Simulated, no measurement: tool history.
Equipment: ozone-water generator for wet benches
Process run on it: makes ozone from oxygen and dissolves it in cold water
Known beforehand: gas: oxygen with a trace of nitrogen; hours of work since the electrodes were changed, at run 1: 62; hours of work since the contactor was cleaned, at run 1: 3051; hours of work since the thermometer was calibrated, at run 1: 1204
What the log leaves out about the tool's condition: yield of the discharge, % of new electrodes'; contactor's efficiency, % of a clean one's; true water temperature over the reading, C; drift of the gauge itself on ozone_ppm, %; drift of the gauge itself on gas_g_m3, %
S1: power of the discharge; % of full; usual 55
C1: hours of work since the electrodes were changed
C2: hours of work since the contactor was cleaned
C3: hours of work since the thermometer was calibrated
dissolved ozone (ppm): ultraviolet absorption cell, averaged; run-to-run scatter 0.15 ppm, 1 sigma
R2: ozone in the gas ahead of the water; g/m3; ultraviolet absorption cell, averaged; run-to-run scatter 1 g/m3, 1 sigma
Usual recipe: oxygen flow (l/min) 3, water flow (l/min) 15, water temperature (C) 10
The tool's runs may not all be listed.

run 1 hour=0 | S1=55 oxygen_flow_(l/min)=3 water_flow_(l/min)=15 water_temperature_(C)=10 | C1=62 C2=3051 C3=1204 | dissolved_ozone_(ppm)=17.4 R2=175.6
run 2 hour=222.7 | S1=55 oxygen_flow_(l/min)=3 water_flow_(l/min)=12 water_temperature_(C)=10 | C1=235 C2=3224 C3=1377 | dissolved_ozone_(ppm)=21.1 R2=176.6
run 3 hour=365.1 | S1=55 oxygen_flow_(l/min)=4.2 water_flow_(l/min)=12 water_temperature_(C)=10 | C1=346 C2=3334 C3=1488 | dissolved_ozone_(ppm)=20.3 R2=141.2
run 4 hour=509.8 | S1=55 oxygen_flow_(l/min)=3 water_flow_(l/min)=13 water_temperature_(C)=10 | C1=458 C2=3447 C3=1600 | dissolved_ozone_(ppm)=19.7 R2=177.3
run 5 hour=637.1 | S1=55 oxygen_flow_(l/min)=3 water_flow_(l/min)=13 water_temperature_(C)=10 | C1=557 C2=3545 C3=1699 | dissolved_ozone_(ppm)=19.5 R2=175.5
run 6 hour=783 | S1=55 oxygen_flow_(l/min)=3 water_flow_(l/min)=15 water_temperature_(C)=10 | C1=670 C2=3659 C3=1812 | dissolved_ozone_(ppm)=17 R2=172.5
run 7 hour=993.2 | S1=55 oxygen_flow_(l/min)=3 water_flow_(l/min)=15 water_temperature_(C)=10 | C1=834 C2=3822 C3=1975 | dissolved_ozone_(ppm)=17.3 R2=175.1
run 8 hour=1117.8 | S1=55 oxygen_flow_(l/min)=3 water_flow_(l/min)=15 water_temperature_(C)=10 | C1=930 C2=3919 C3=2072 | dissolved_ozone_(ppm)=17.1 R2=175
run 9 hour=1213.4 | S1=55 oxygen_flow_(l/min)=3 water_flow_(l/min)=15 water_temperature_(C)=10 | C1=1005 C2=3993 C3=2147 | dissolved_ozone_(ppm)=17.1 R2=174.7
run 10 hour=1373.1 | S1=55 oxygen_flow_(l/min)=3 water_flow_(l/min)=15 water_temperature_(C)=10 | C1=1129 C2=4117 C3=2271 | dissolved_ozone_(ppm)=17.1 R2=174.7
run 11 hour=1491.5 | S1=55 oxygen_flow_(l/min)=3 water_flow_(l/min)=15 water_temperature_(C)=10 | C1=1221 C2=4209 C3=2363 | dissolved_ozone_(ppm)=17.2 R2=172.5
run 12 hour=1641.1 | S1=55 oxygen_flow_(l/min)=3 water_flow_(l/min)=21 water_temperature_(C)=10 | C1=1337 C2=4325 C3=2479 | dissolved_ozone_(ppm)=12.7 R2=174
-- hour=1659.5 water thermometer calibrated
run 13 hour=1773.2 | S1=55 oxygen_flow_(l/min)=3 water_flow_(l/min)=21 water_temperature_(C)=10 | C1=1439 C2=4428 C3=88 | dissolved_ozone_(ppm)=12.5 R2=171.6
run 14 hour=1999 | S1=55 oxygen_flow_(l/min)=4.28 water_flow_(l/min)=21 water_temperature_(C)=10 | C1=1615 C2=4603 C3=264 | dissolved_ozone_(ppm)=12.5 R2=136.1
run 15 hour=2188.7 | S1=55 oxygen_flow_(l/min)=4.28 water_flow_(l/min)=21 water_temperature_(C)=10 | C1=1762 C2=4750 C3=411 | dissolved_ozone_(ppm)=12.7 R2=135.5
-- hour=2255.6 water thermometer calibrated, once more
run 16 hour=2407.8 | S1=55 oxygen_flow_(l/min)=4.28 water_flow_(l/min)=21 water_temperature_(C)=10 | C1=1932 C2=4920 C3=118 | dissolved_ozone_(ppm)=12.8 R2=135.9
run 17 hour=2581.8 | S1=55 oxygen_flow_(l/min)=3 water_flow_(l/min)=15 water_temperature_(C)=11 | C1=2067 C2=5055 C3=253 | dissolved_ozone_(ppm)=16.6 R2=171.1
run 18 hour=2768.7 | S1=55 oxygen_flow_(l/min)=4.82 water_flow_(l/min)=11 water_temperature_(C)=15 | C1=2212 C2=5200 C3=398 | dissolved_ozone_(ppm)=18.4 R2=124.8
run 19 hour=2958.8 | S1=55 oxygen_flow_(l/min)=4.82 water_flow_(l/min)=11 water_temperature_(C)=15 | C1=2360 C2=5348 C3=546 | dissolved_ozone_(ppm)=18.6 R2=124.2
run 20 hour=3126 | S1=41 oxygen_flow_(l/min)=4.77 water_flow_(l/min)=21 water_temperature_(C)=17 | C1=2490 C2=5478 C3=676 | dissolved_ozone_(ppm)=8.9 R2=97.6
run 21 hour=3282.2 | S1=92 oxygen_flow_(l/min)=4.77 water_flow_(l/min)=21 water_temperature_(C)=17 | C1=2611 C2=5599 C3=797 | dissolved_ozone_(ppm)=17.1 R2=186.9
run 22 hour=3454 | S1=78 oxygen_flow_(l/min)=2.73 water_flow_(l/min)=15 water_temperature_(C)=15 | C1=2744 C2=5733 C3=931 | dissolved_ozone_(ppm)=20.6 R2=235.5
run 23 hour=3612.7 | S1=78 oxygen_flow_(l/min)=2.73 water_flow_(l/min)=15 water_temperature_(C)=15 | C1=2868 C2=5856 C3=1054 | dissolved_ozone_(ppm)=20.5 R2=238
run 24 hour=3711.1 | S1=78 oxygen_flow_(l/min)=2.86 water_flow_(l/min)=19 water_temperature_(C)=11 | C1=2944 C2=5932 C3=1131 | dissolved_ozone_(ppm)=17.3 R2=229.5
run 25 hour=3822.9 | S1=84 oxygen_flow_(l/min)=2.76 water_flow_(l/min)=13 water_temperature_(C)=10 | C1=3031 C2=6019 C3=1217 | dissolved_ozone_(ppm)=25.5 R2=246.1
run 26 hour=3919.6 | S1=60 oxygen_flow_(l/min)=3.56 water_flow_(l/min)=15 water_temperature_(C)=18 | C1=3106 C2=6094 C3=1292 | dissolved_ozone_(ppm)=15.9 R2=159.7
run 27 hour=4143.7 | S1=55 oxygen_flow_(l/min)=1.92 water_flow_(l/min)=12 water_temperature_(C)=7 | C1=3280 C2=6268 C3=1467 | dissolved_ozone_(ppm)=20.1 R2=223.1
run 28 hour=4308.1 | S1=75 oxygen_flow_(l/min)=1.66 water_flow_(l/min)=9 water_temperature_(C)=10 | C1=3408 C2=6396 C3=1594 | dissolved_ozone_(ppm)=31.4 R2=312.5
run 29 hour=4523.8 | S1=58 oxygen_flow_(l/min)=3.58 water_flow_(l/min)=13 water_temperature_(C)=10 | C1=3575 C2=6564 C3=1762 | dissolved_ozone_(ppm)=18.5 R2=152.2
run 30 hour=4689.5 | S1=87 oxygen_flow_(l/min)=3.58 water_flow_(l/min)=13 water_temperature_(C)=10 | C1=3704 C2=6692 C3=1891 | dissolved_ozone_(ppm)=25.6 R2=211
run 31 hour=4872.2 | S1=57 oxygen_flow_(l/min)=2.32 water_flow_(l/min)=11 water_temperature_(C)=6 | C1=3846 C2=6834 C3=2032 | dissolved_ozone_(ppm)=22.4 R2=200.4
run 32 hour=5026.5 | S1=57 oxygen_flow_(l/min)=2.32 water_flow_(l/min)=11 water_temperature_(C)=6 | C1=3966 C2=6954 C3=2152 | dissolved_ozone_(ppm)=22 R2=200.6
run 33 hour=5122.6 | S1=60 oxygen_flow_(l/min)=3 water_flow_(l/min)=15 water_temperature_(C)=10 | C1=4040 C2=7029 C3=2227 | dissolved_ozone_(ppm)=16.9 R2=174.4

4 ways to go on from here, each from the tool as it stands after run 33. What would each give?
run A hour=5257.3 | S1=73 oxygen_flow_(l/min)=4.19 water_flow_(l/min)=15 water_temperature_(C)=10 | C1=4145 C2=7133 C3=2332 | dissolved_ozone_(ppm)=? R2=?
run B hour=5257.3 | S1=60 oxygen_flow_(l/min)=4.35 water_flow_(l/min)=11 water_temperature_(C)=10 | C1=4145 C2=7133 C3=2332 | dissolved_ozone_(ppm)=? R2=?
run C hour=5257.3 | S1=69 oxygen_flow_(l/min)=4.49 water_flow_(l/min)=15 water_temperature_(C)=13 | C1=4145 C2=7133 C3=2332 | dissolved_ozone_(ppm)=? R2=?
run D hour=5257.3 | S1=60 oxygen_flow_(l/min)=3 water_flow_(l/min)=13 water_temperature_(C)=9 | C1=4145 C2=7133 C3=2332 | dissolved_ozone_(ppm)=? R2=?

run=A dissolved_ozone_(ppm)=19.8 R2=164.4
run=B dissolved_ozone_(ppm)=21.1 R2=135.6
run=C dissolved_ozone_(ppm)=17.6 R2=150.6
run=D dissolved_ozone_(ppm)=19.1 R2=175
With no hidden state in the tool, these same runs would have given:
run=A dissolved_ozone_(ppm)=22.9 R2=180.5
run=B dissolved_ozone_(ppm)=23.9 R2=146.7
run=C dissolved_ozone_(ppm)=20.3 R2=164.6
run=D dissolved_ozone_(ppm)=21.7 R2=189.3

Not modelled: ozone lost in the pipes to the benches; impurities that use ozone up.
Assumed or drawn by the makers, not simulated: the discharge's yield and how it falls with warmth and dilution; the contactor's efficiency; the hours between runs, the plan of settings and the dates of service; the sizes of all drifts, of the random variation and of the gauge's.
